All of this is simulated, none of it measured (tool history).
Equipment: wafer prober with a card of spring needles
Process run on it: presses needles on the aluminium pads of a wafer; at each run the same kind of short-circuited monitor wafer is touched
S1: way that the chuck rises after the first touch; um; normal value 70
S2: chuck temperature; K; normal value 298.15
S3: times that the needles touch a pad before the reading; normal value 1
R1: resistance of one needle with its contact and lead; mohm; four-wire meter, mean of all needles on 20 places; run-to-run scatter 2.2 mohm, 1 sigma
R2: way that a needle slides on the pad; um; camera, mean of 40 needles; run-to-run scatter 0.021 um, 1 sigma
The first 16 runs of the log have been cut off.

At hour 157.9: tips cleaned on abrasive film.
Run 17, hour 161.1: usual settings but S2 307.15 K. Result: R1 249 mohm, R2 13.52 um.
At hour 169.9: tips cleaned on abrasive film.
Run 18, hour 169.9: usual settings but S2 307.15 K. Result: R1 255 mohm, R2 13.49 um.
Run 19, hour 177.0: usual settings but S1 59 um, S2 368.15 K. Result: R1 273 mohm, R2 11.35 um.
At hour 182.1: tips cleaned on abrasive film.
Run 20, hour 182.8: usual settings but S1 63 um, S2 321.15 K. Result: R1 256 mohm, R2 12.11 um.
Run 21, hour 189.1: usual settings but S1 63 um, S2 321.15 K. Result: R1 259 mohm, R2 12.12 um.
At hour 194.2: tips cleaned on abrasive film.
Run 22, hour 201.3: usual settings but S1 80 um, S2 353.15 K. Result: R1 262 mohm, R2 15.44 um.
At hour 206.1: tips cleaned on abrasive film.
Run 23, hour 214.4: usual settings but S1 53 um, S2 353.15 K. Result: R1 272 mohm, R2 10.21 um.
At hour 218.3: tips cleaned on abrasive film.
Run 24, hour 227.9: usual settings but S1 53 um, S2 353.15 K. Result: R1 271 mohm, R2 10.21 um.
At hour 231.2: tips cleaned on abrasive film.
Run 25, hour 237.5: usual settings but S1 53 um, S2 353.15 K. Result: R1 265 mohm, R2 10.22 um.
At hour 244.1: tips cleaned on abrasive film.
Run 26, hour 246.2: usual settings but S1 57 um, S2 373.15 K, S3 2. Result: R1 276 mohm, R2 10.96 um.
Run 27, hour 255.6: usual settings but S1 57 um, S2 344.15 K. Result: R1 270 mohm, R2 10.98 um.
At hour 256.6: tips cleaned on abrasive film.
Run 28, hour 265.3: usual settings but S1 52 um, S2 344.15 K. Result: R1 267 mohm, R2 9.99 um.
At hour 268.9: tips cleaned on abrasive film.
At hour 272.2: height of the first contact set anew.
Run 29, hour 277.9: usual settings but S1 76 um, S2 344.15 K. Result: R1 269 mohm, R2 14.63 um.
At hour 281.3: tips cleaned on abrasive film.
Run 30, hour 288.7: usual settings but S1 85 um, S2 349.15 K, S3 2. Result: R1 267 mohm, R2 16.38 um.
At hour 294.0: tips cleaned on abrasive film.
Run 31, hour 302.1: usual settings but S1 85 um, S2 336.15 K, S3 2. Result: R1 256 mohm, R2 16.39 um.
At hour 306.1: tips cleaned on abrasive film.
Run 32, hour 312.6: usual settings but S1 85 um, S2 336.15 K, S3 2. Result: R1 260 mohm, R2 16.39 um.
At hour 319.0: tips cleaned on abrasive film.
Run 33, hour 320.3: usual settings but S1 85 um, S2 336.15 K, S3 2. Result: R1 257 mohm, R2 16.35 um.

Each row is a separate what-if for the run after 33, all from the same tool condition, not one after another. Results?
At hour 331.5: tips cleaned on abrasive film.
Run A, hour 333.6: usual settings but S1 71 um, S2 392.15 K, S3 2. Result: R1 ?, R2 ?.
At hour 331.5: tips cleaned on abrasive film.
Run B, hour 333.6: usual settings. Result: R1 ?, R2 ?.
At hour 331.5: tips cleaned on abrasive film.
Run C, hour 333.6: usual settings but S1 80 um, S2 336.15 K, S3 2. Result: R1 ?, R2 ?.
At hour 331.5: tips cleaned on abrasive film.
Run D, hour 333.6: usual settings but S2 321.15 K, S3 3. Result: R1 ?, R2 ?.

run   R1     R2
  A  280  13.66
  B  251  13.50
  C  256  15.44
  D  255  13.45
Without the tool's unlogged condition, the same runs would have read:
run   R1     R2
  A  280  13.66
  B  251  13.50
  C  256  15.44
  D  255  13.45
